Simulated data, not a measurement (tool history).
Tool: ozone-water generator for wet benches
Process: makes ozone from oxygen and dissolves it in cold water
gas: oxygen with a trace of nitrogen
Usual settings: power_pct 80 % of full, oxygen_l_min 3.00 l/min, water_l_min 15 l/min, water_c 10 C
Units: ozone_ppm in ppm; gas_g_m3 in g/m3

run	day	power_pct	oxygen_l_min	water_l_min	water_c	ozone_ppm	gas_g_m3
1	0.000	80	3.00	15	10	21.9	198.6
2	5.621	80	3.00	15	10	22.1	198.2
3	11.571	80	3.00	15	10	22.2	197.4
4	17.038	87	3.00	15	10	23.9	211.4
5	21.412	80	3.00	15	10	22.5	196.0
6	27.583	80	3.00	15	10	22.1	196.6
7	34.200	80	3.00	15	10	22.3	196.2
8	37.679	80	3.00	15	17	20.4	197.8
9	40.712	80	2.10	15	10	19.7	227.5
10	45.854	80	2.10	15	10	19.9	225.7
11	48.712	97	2.10	15	10	23.4	266.4
12	53.729	80	1.64	15	10	18.2	249.4
13	59.688	44	3.00	15	10	13.3	118.1
14	63.600	65	2.49	24	12	11.3	175.5
15	69.804	65	2.49	21	17	12.4	175.1
16	72.629	80	3.00	14	8	23.9	195.3
17	76.296	80	3.00	9	9	33.2	194.0
18	80.092	50	4.00	21	8	12.5	116.9
19	83.967	50	2.15	16	8	12.9	150.8
20	90.662	80	3.00	20	15	16.2	193.4
21	94.200	80	3.00	20	15	16.5	194.3
22	98.925	80	2.28	18	17	16.1	216.0
23	105.108	86	1.61	18	17	15.5	266.3

3 ways to go on from here, each from the tool as it stands after run 23. What would each give?
A	111.675	86	2.64	18	15	?	?
B	111.675	66	2.43	15	10	?	?
C	111.675	64	3.00	15	10	?	?

run	ozone_ppm	gas_g_m3
A	18.4	216.3
B	17.6	178.7
C	18.4	161.4
Without the tool's hidden state the same runs would have given:
run	ozone_ppm	gas_g_m3
A	18.4	221.7
B	17.6	183.1
C	18.4	165.4
